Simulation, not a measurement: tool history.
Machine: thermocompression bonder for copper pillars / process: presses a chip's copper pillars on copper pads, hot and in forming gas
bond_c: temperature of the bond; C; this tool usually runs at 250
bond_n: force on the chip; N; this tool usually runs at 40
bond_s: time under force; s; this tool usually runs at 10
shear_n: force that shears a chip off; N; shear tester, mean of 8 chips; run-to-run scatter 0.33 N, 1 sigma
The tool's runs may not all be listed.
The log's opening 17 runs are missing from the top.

| run | day | bond_c | bond_n | bond_s | hours of work since the heater was calibrated | hours of work since the force cell was calibrated | hours of work since the gas filter was changed | shear_n |
|---|---|---|---|---|---|---|---|---|
| 18 | 5.892 | 261 | 40 | 17 | 510 | 437 | 62 | 86.3 |
| 19 | 6.221 | 261 | 40 | 17 | 516 | 443 | 68 | 85.4 |
| 20 | 6.629 | 242 | 40 | 17 | 523 | 451 | 75 | 75.7 |
| 21 | 7.092 | 243 | 25 | 29 | 532 | 459 | 83 | 61.0 |
| 22 | 7.533 | 243 | 25 | 29 | 540 | 467 | 91 | 61.4 |
| 23 | 7.875 | 269 | 25 | 20 | 546 | 473 | 97 | 66.9 |
|  | 7.996 | gauge calibrated |
| 24 | 8.296 | 250 | 40 | 7 | 553 | 481 | 105 | 60.2 |
| 25 | 8.508 | 250 | 40 | 7 | 557 | 484 | 109 | 59.8 |
| 26 | 8.900 | 250 | 40 | 7 | 564 | 491 | 116 | 60.6 |
| 27 | 9.321 | 225 | 31 | 26 | 572 | 499 | 123 | 59.0 |
| 28 | 9.762 | 245 | 57 | 13 | 580 | 507 | 131 | 89.5 |
| 29 | 10.171 | 237 | 47 | 13 | 587 | 514 | 139 | 74.6 |
| 30 | 10.542 | 243 | 57 | 10 | 594 | 521 | 145 | 84.0 |
| 31 | 10.850 | 260 | 31 | 10 | 599 | 526 | 151 | 59.2 |
| 32 | 11.333 | 272 | 32 | 9 | 608 | 535 | 159 | 64.8 |
| 33 | 11.646 | 260 | 26 | 8 | 614 | 541 | 165 | 46.0 |
| 34 | 11.958 | 254 | 39 | 7 | 619 | 546 | 171 | 61.5 |
| 35 | 12.238 | 241 | 57 | 6 | 624 | 551 | 176 | 72.3 |
| 36 | 12.596 | 250 | 32 | 10 | 631 | 558 | 182 | 55.5 |
| 37 | 13.096 | 279 | 25 | 9 | 640 | 567 | 191 | 55.6 |
| 38 | 13.329 | 240 | 40 | 6 | 644 | 571 | 195 | 52.9 |
|  | 13.625 | forming gas filter changed |
| 39 | 13.721 | 234 | 48 | 29 | 650 | 578 | 2 | 92.2 |
| 40 | 13.942 | 234 | 48 | 29 | 654 | 581 | 6 | 92.1 |

4 options for the next run, each taken on its own from the tool as it stands now. Forecast them:
| A | 14.150 | 280 | 40 | 10 | 658 | 585 | 9 | ? |
| B | 14.150 | 234 | 26 | 7 | 658 | 585 | 9 | ? |
| C | 14.150 | 234 | 39 | 17 | 658 | 585 | 9 | ? |
| D | 14.150 | 240 | 51 | 29 | 658 | 585 | 9 | ? |

| run | shear_n |
|---|---|
| A | 84.6 |
| B | 33.3 |
| C | 70.1 |
| D | 97.5 |
What these runs would have given with no unlogged condition in the tool:
| run | shear_n |
|---|---|
| A | 82.9 |
| B | 32.6 |
| C | 68.6 |
| D | 95.5 |

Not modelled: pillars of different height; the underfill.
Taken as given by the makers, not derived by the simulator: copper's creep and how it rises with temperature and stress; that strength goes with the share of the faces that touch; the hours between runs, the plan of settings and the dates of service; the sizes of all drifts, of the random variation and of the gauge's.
